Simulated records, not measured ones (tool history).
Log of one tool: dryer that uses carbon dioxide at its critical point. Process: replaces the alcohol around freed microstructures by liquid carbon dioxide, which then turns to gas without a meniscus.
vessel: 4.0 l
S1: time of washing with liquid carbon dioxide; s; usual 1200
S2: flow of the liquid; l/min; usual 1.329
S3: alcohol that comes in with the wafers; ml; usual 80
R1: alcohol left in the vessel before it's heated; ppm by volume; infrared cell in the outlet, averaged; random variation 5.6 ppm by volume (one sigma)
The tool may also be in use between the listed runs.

Run 1, day 0.000: usual settings. Result: R1 174 ppm by volume.
Run 2, day 0.354: usual settings but S3 26 ml. Result: R1 61 ppm by volume.
Run 3, day 0.779: usual settings but S3 26 ml. Result: R1 75 ppm by volume.
Run 4, day 1.175: usual settings but S3 26 ml. Result: R1 67 ppm by volume.
Run 5, day 1.642: usual settings but S1 960 s. Result: R1 456 ppm by volume.
Run 6, day 1.850: usual settings but S3 47 ml. Result: R1 122 ppm by volume.
Run 7, day 2.262: usual settings but S3 47 ml. Result: R1 119 ppm by volume.
Run 8, day 2.488: usual settings but S3 47 ml. Result: R1 125 ppm by volume.
Run 9, day 2.992: usual settings but S2 1.020 l/min, S3 47 ml. Result: R1 338 ppm by volume.
Run 10, day 3.275: usual settings. Result: R1 202 ppm by volume.
Run 11, day 3.492: usual settings but S1 1560 s, S2 2.100 l/min, S3 22 ml. Result: R1 15 ppm by volume.
Run 12, day 3.983: usual settings but S2 1.950 l/min, S3 31 ml. Result: R1 20 ppm by volume.
Run 13, day 4.267: usual settings but S1 1260 s, S2 1.540 l/min, S3 90 ml. Result: R1 81 ppm by volume.
Run 14, day 4.729: usual settings but S1 780 s, S2 1.640 l/min, S3 32 ml. Result: R1 202 ppm by volume.
Run 15, day 5.092: usual settings but S1 780 s, S2 0.860 l/min, S3 114 ml. Result: R1 4067 ppm by volume.
Run 16, day 5.392: usual settings but S1 780 s, S2 0.860 l/min, S3 114 ml. Result: R1 4059 ppm by volume.
Run 17, day 5.850: usual settings but S1 1140 s, S2 2.040 l/min, S3 23 ml. Result: R1 18 ppm by volume.
Run 18, day 6.258: usual settings but S1 780 s, S2 1.000 l/min, S3 67 ml. Result: R1 1726 ppm by volume.
Run 19, day 6.562: usual settings but S1 780 s, S2 1.000 l/min, S3 67 ml. Result: R1 1716 ppm by volume.
Run 20, day 7.021: usual settings but S1 1560 s, S2 1.690 l/min, S3 70 ml. Result: R1 27 ppm by volume.

The same runs without the tool's hidden state, with the same run-to-run variation:
The hidden state here: flow that reaches the vessel past the clogged filter, %; alcohol in the recycled carbon dioxide, ppm; drift of the gauge itself on alcohol_ppm, %.
run    R1
  1   153
  2    49
  3    63
  4    55
  5   406
  6   102
  7    98
  8   104
  9   297
 10   169
 11     8
 12    11
 13    59
 14   169
 15  3754
 16  3738
 17     8
 18  1553
 19  1540
 20    16
